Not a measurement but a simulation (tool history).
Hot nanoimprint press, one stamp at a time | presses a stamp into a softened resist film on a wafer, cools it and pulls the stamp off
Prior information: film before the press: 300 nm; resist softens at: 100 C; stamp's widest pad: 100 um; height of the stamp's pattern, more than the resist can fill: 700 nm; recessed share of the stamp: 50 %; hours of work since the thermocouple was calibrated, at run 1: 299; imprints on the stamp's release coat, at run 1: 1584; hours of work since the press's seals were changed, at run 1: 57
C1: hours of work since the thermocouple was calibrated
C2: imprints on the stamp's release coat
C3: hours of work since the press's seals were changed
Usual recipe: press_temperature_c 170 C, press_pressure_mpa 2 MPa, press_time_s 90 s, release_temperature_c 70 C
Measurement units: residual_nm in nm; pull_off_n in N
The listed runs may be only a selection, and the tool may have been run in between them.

Run 1, day 0: usual settings; C1 299; C2 1584; C3 57. Result: residual_nm 106.4 nm, pull_off_n 224 N.
Run 2, day 1.796: usual settings but release_temperature_c 61 C; C1 327; C2 1751; C3 84. Result: residual_nm 107 nm, pull_off_n 276 N.
Run 3, day 3.271: usual settings but release_temperature_c 61 C; C1 349; C2 1888; C3 107. Result: residual_nm 106.4 nm, pull_off_n 273 N.
At day 4.175: plate thermocouple calibrated.
Run 4, day 4.562: usual settings; C1 6; C2 1996; C3 125. Result: residual_nm 106.4 nm, pull_off_n 227 N.
Run 5, day 5.796: usual settings; C1 25; C2 2111; C3 144. Result: residual_nm 105.9 nm, pull_off_n 226 N.
At day 7.1: stamp cleaned and given a new release coat.
Run 6, day 7.433: usual settings; C1 47; C2 31; C3 166. Result: residual_nm 106 nm, pull_off_n 229 N.
Run 7, day 8.429: usual settings but press_temperature_c 165 C; C1 62; C2 124; C3 181. Result: residual_nm 133.7 nm, pull_off_n 227 N.
Run 8, day 9.792: usual settings but press_temperature_c 165 C; C1 83; C2 250; C3 202. Result: residual_nm 134.4 nm, pull_off_n 228 N.
Run 9, day 10.833: usual settings but press_temperature_c 165 C; C1 99; C2 347; C3 219. Result: residual_nm 134 nm, pull_off_n 219 N.
Run 10, day 11.967: usual settings but press_time_s 121 s; C1 117; C2 452; C3 236. Result: residual_nm 94.4 nm, pull_off_n 221 N.
Run 11, day 12.9: usual settings but press_time_s 121 s; C1 131; C2 539; C3 251. Result: residual_nm 94.9 nm, pull_off_n 219 N.
Run 12, day 14.333: usual settings; C1 153; C2 672; C3 273. Result: residual_nm 105.5 nm, pull_off_n 222 N.
Run 13, day 15.454: usual settings; C1 171; C2 777; C3 290. Result: residual_nm 106.2 nm, pull_off_n 237 N.
Run 14, day 17.212: usual settings but press_time_s 176 s; C1 198; C2 940; C3 317. Result: residual_nm 81.5 nm, pull_off_n 228 N.
Run 15, day 18.142: usual settings but press_time_s 176 s; C1 212; C2 1027; C3 332. Result: residual_nm 81.5 nm, pull_off_n 230 N.
Run 16, day 19.354: usual settings but press_temperature_c 164 C, press_pressure_mpa 2.28 MPa; C1 231; C2 1140; C3 351. Result: residual_nm 131.8 nm, pull_off_n 228 N.
Run 17, day 20.817: usual settings but press_temperature_c 173 C, press_pressure_mpa 2.28 MPa, press_time_s 49 s; C1 254; C2 1276; C3 373. Result: residual_nm 108.2 nm, pull_off_n 230 N.
Run 18, day 21.658: usual settings but press_temperature_c 173 C, press_pressure_mpa 2.28 MPa, press_time_s 59 s; C1 267; C2 1354; C3 386. Result: residual_nm 99.5 nm, pull_off_n 233 N.
Run 19, day 22.9: usual settings but press_temperature_c 178 C, press_time_s 92 s, release_temperature_c 71 C; C1 286; C2 1469; C3 406. Result: residual_nm 73.1 nm, pull_off_n 224 N.
Run 20, day 24.392: usual settings but press_temperature_c 167 C, press_pressure_mpa 2.36 MPa, press_time_s 156 s, release_temperature_c 71 C; C1 309; C2 1608; C3 429. Result: residual_nm 89.4 nm, pull_off_n 219 N.
Run 21, day 25.342: usual settings but press_temperature_c 177 C; C1 324; C2 1696; C3 443. Result: residual_nm 76.7 nm, pull_off_n 217 N.
Run 22, day 27.038: usual settings but press_temperature_c 169 C, release_temperature_c 76 C; C1 350; C2 1854; C3 470. Result: residual_nm 109.3 nm, pull_off_n 199 N.
At day 27.996: plate thermocouple calibrated.
Run 23, day 29.079: usual settings but press_temperature_c 169 C, release_temperature_c 76 C; C1 17; C2 2032; C3 499. Result: residual_nm 109.9 nm, pull_off_n 194 N.
Run 24, day 29.904: usual settings but press_temperature_c 182 C, press_pressure_mpa 2.89 MPa, press_time_s 117 s, release_temperature_c 67 C; C1 30; C2 2109; C3 512. Result: residual_nm 44.9 nm, pull_off_n 248 N.
Run 25, day 30.7: usual settings but press_temperature_c 164 C, press_pressure_mpa 1.37 MPa; C1 42; C2 2183; C3 524. Result: residual_nm 167 nm, pull_off_n 230 N.
At day 31.242: stamp cleaned and given a new release coat.
Run 26, day 32.383: usual settings but press_temperature_c 169 C, press_pressure_mpa 1.37 MPa, release_temperature_c 57 C; C1 64; C2 106; C3 547. Result: residual_nm 134.5 nm, pull_off_n 289 N.
Run 27, day 34.058: usual settings but press_temperature_c 169 C, press_pressure_mpa 1.37 MPa, release_temperature_c 57 C; C1 90; C2 262; C3 573. Result: residual_nm 133.6 nm, pull_off_n 287 N.
Run 28, day 35.004: usual settings but press_temperature_c 169 C, press_pressure_mpa 1.37 MPa, press_time_s 145 s, release_temperature_c 57 C; C1 105; C2 350; C3 587. Result: residual_nm 112.5 nm, pull_off_n 298 N.
At day 36.238: press's hydraulic seals changed and the load cell set to zero.
At day 36.404: gauge calibrated.
Run 29, day 37.042: usual settings but press_temperature_c 164 C, press_pressure_mpa 2.22 MPa, press_time_s 145 s, release_temperature_c 75 C; C1 131; C2 508; C3 12. Result: residual_nm 112.4 nm, pull_off_n 195 N.

Some steps in residual_nm between neighbouring runs. How much of each would the tool show without its hidden state too (settings, what came in, random variation), and how much is left for the hidden state, with any gauge scatter that isn't in both results?
Hidden state at play: true temperature over the reading, C; pressure that arrives at the usual setting, %; grip of the stamp's worn release coat, % over a new coat's; drift of the gauge itself on residual_nm, %; drift of the gauge itself on pull_off_n, %.
Run 23 -> 24: press_temperature_c 169 -> 182, press_pressure_mpa 2 -> 2.89, press_time_s 90 -> 117, release_temperature_c 76 -> 67. residual_nm -65 nm: hidden state +1, all else -66.
Run 24 -> 25: press_temperature_c 182 -> 164, press_pressure_mpa 2.89 -> 1.37, press_time_s 117 -> 90, release_temperature_c 67 -> 70. residual_nm +122.1 nm: hidden state -2, all else +124.1.
Run 28 -> 29: press_temperature_c 169 -> 164, press_pressure_mpa 1.37 -> 2.22, release_temperature_c 57 -> 75, press's hydraulic seals changed and the load cell set to zero, gauge calibrated. residual_nm -0.1 nm: hidden state +2, all else -2.1.
